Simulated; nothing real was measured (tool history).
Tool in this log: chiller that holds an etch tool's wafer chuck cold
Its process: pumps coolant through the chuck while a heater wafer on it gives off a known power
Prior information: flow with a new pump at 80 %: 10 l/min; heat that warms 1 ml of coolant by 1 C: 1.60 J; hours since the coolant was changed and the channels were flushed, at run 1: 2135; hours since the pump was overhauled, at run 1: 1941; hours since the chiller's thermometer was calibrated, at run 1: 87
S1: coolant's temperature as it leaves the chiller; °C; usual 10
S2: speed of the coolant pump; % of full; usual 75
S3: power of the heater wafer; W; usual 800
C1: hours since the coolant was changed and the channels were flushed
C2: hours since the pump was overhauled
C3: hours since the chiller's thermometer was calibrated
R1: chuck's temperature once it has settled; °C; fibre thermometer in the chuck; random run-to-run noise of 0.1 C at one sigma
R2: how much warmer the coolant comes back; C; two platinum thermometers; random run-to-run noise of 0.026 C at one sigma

run	hour	S1	S2	S3	C1	C2	C3	R1	R2
1	0	10	75	800	2135	1941	87	20.7	3.28
2	21.5	10	75	800	2157	1962	108	20.6	3.28
3	47.2	10	75	800	2182	1988	134	20.5	3.28
4	80.4	10	75	800	2216	2021	167	20.8	3.27
5	105.2	10	75	874	2240	2046	192	21.7	3.58
6	138.6	10	75	874	2274	2079	225	21.7	3.59
7	176.2	10	75	874	2311	2117	263	21.7	3.6
8	200.2	10	75	874	2335	2141	287	21.8	3.57
9	243.6	10	75	874	2379	2184	330	21.8	3.58
10	280.6	10	75	800	2416	2221	367	20.8	3.3
11	306.7	19	75	800	2442	2247	393	29.5	3.27
12	343.2	10	75	800	2478	2284	430	21.1	3.26
13	383.3	10	75	800	2518	2324	470	21	3.26
14	413.5	10	75	800	2549	2354	500	20.8	3.29
15	437.2	10	75	645	2572	2378	524	18.9	2.64
16	462.9	10	75	645	2598	2404	550	18.7	2.64
17	507.2	10	75	645	2642	2448	594	18.8	2.62
18	546.5	10	75	408	2682	2487	633	15.5	1.7
19	581.7	15	75	800	2717	2522	668	25.7	3.33
20	614.8	2	75	695	2750	2555	702	11.6	2.86
# hour 619: chiller's thermometer calibrated
21	637.2	0	75	687	2771	2577	18	9.4	2.83
22	684.2	0	89	599	2818	2624	65	7.2	2.05
23	725.1	3	80	619	2859	2665	106	11.1	2.41
24	745.6	3	80	619	2880	2685	127	11.1	2.45
25	793.7	3	80	619	2928	2733	175	11.2	2.38
26	838.8	1	75	1055	2973	2778	220	15.6	4.37
# hour 848.9: chiller's thermometer calibrated, once more
27	871.1	1	75	1055	3004	2810	22	15.2	4.4
28	899.1	14	73	762	3032	2838	50	24.4	3.27
29	943	10	79	873	3076	2882	94	21.4	3.47
30	966.7	14	65	875	3100	2905	118	27.4	4.22
31	992	9	80	800	3125	2931	143	19.5	3.09
32	1035	18	75	1044	3168	2974	186	32.5	4.36
33	1063	13	65	477	3196	3002	214	20.5	2.29

Below are 3 alternative next runs, each starting from the tool's condition after run 33. Predict each:
A	1103.8	10	62	615	3237	3042	255	?	?
B	1103.8	9	87	481	3237	3042	255	?	?
C	1103.8	17	65	477	3237	3042	255	?	?

run	R1	R2
A	20	3.11
B	14.9	1.73
C	24.3	2.28
Had the tool no hidden state, the same runs would have come out as:
run	R1	R2
A	19	2.98
B	14.3	1.66
C	23.5	2.18
